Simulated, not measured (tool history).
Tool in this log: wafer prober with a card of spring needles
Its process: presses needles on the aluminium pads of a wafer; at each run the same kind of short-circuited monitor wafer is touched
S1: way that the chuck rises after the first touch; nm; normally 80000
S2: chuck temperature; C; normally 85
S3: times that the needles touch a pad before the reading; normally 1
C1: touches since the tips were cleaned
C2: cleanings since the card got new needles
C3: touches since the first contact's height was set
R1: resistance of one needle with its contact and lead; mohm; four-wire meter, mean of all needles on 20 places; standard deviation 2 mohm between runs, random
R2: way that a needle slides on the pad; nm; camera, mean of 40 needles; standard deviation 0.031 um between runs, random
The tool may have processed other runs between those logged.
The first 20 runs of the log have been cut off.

{"hour": 297.8, "done": "tips cleaned on abrasive film"}
{"run": 21, "hour": 303.7, "S1": 80000, "S2": 38, "S3": 1, "C1": 2861, "C2": 55, "C3": 210988, "R1": 224, "R2": 20230}
{"hour": 312.9, "done": "tips cleaned on abrasive film"}
{"run": 22, "hour": 314.2, "S1": 67000, "S2": 85, "S3": 3, "C1": 627, "C2": 56, "C3": 216040, "R1": 217, "R2": 16880}
{"hour": 327.7, "done": "tips cleaned on abrasive film"}
{"run": 23, "hour": 334.8, "S1": 80000, "S2": 92, "S3": 2, "C1": 3444, "C2": 57, "C3": 226013, "R1": 224, "R2": 20200}
{"hour": 338.6, "done": "height of the first contact set anew"}
{"hour": 342.6, "done": "tips cleaned on abrasive film"}
{"run": 24, "hour": 344.9, "S1": 79000, "S2": 43, "S3": 1, "C1": 1107, "C2": 58, "C3": 3003, "R1": 215, "R2": 20390}
{"run": 25, "hour": 357.0, "S1": 66000, "S2": 43, "S3": 1, "C1": 6998, "C2": 58, "C3": 8894, "R1": 248, "R2": 17000}
{"hour": 358.4, "done": "tips cleaned on abrasive film"}
{"run": 26, "hour": 370.4, "S1": 66000, "S2": 54, "S3": 1, "C1": 5806, "C2": 59, "C3": 15333, "R1": 253, "R2": 17040}
{"hour": 374.3, "done": "tips cleaned on abrasive film"}
{"run": 27, "hour": 381.6, "S1": 81000, "S2": 85, "S3": 2, "C1": 3512, "C2": 60, "C3": 20717, "R1": 226, "R2": 20890}
{"hour": 390.1, "done": "tips cleaned on abrasive film"}
{"run": 28, "hour": 397.3, "S1": 80000, "S2": 85, "S3": 2, "C1": 3517, "C2": 61, "C3": 28322, "R1": 228, "R2": 20590}
{"hour": 405.9, "done": "tips cleaned on abrasive film"}
{"run": 29, "hour": 408.0, "S1": 80000, "S2": 81, "S3": 2, "C1": 1005, "C2": 62, "C3": 33457, "R1": 216, "R2": 20580}
{"hour": 421.1, "done": "tips cleaned on abrasive film"}
{"run": 30, "hour": 427.0, "S1": 80000, "S2": 81, "S3": 2, "C1": 2894, "C2": 63, "C3": 42655, "R1": 224, "R2": 20550}
{"hour": 436.1, "done": "tips cleaned on abrasive film"}
{"run": 31, "hour": 444.6, "S1": 100000, "S2": 79, "S3": 2, "C1": 4160, "C2": 64, "C3": 51176, "R1": 221, "R2": 25750}
{"hour": 451.5, "done": "tips cleaned on abrasive film"}
{"run": 32, "hour": 453.7, "S1": 79000, "S2": 85, "S3": 1, "C1": 1044, "C2": 65, "C3": 55504, "R1": 222, "R2": 20270}

Predict each of these 3 candidate next runs independently; none follows another, all start after run 32:
{"hour": 466.6, "done": "tips cleaned on abrasive film"}
{"run": "A", "hour": 470.5, "S1": 72000, "S2": 85, "S3": 1, "C1": 1892, "C2": 66, "C3": 63637, "R1": "?", "R2": "?"}
{"hour": 466.6, "done": "tips cleaned on abrasive film"}
{"run": "B", "hour": 470.5, "S1": 99000, "S2": 42, "S3": 1, "C1": 1892, "C2": 66, "C3": 63637, "R1": "?", "R2": "?"}
{"hour": 466.6, "done": "tips cleaned on abrasive film"}
{"run": "C", "hour": 470.5, "S1": 70000, "S2": 85, "S3": 1, "C1": 1892, "C2": 66, "C3": 63637, "R1": "?", "R2": "?"}

run=A R1=230 R2=18420
run=B R1=210 R2=25420
run=C R1=233 R2=17940
With the hidden condition removed and each run's random variation left untouched, the same runs would have given:
run=A R1=211 R2=18560
run=B R1=198 R2=25560
run=C R1=213 R2=18080
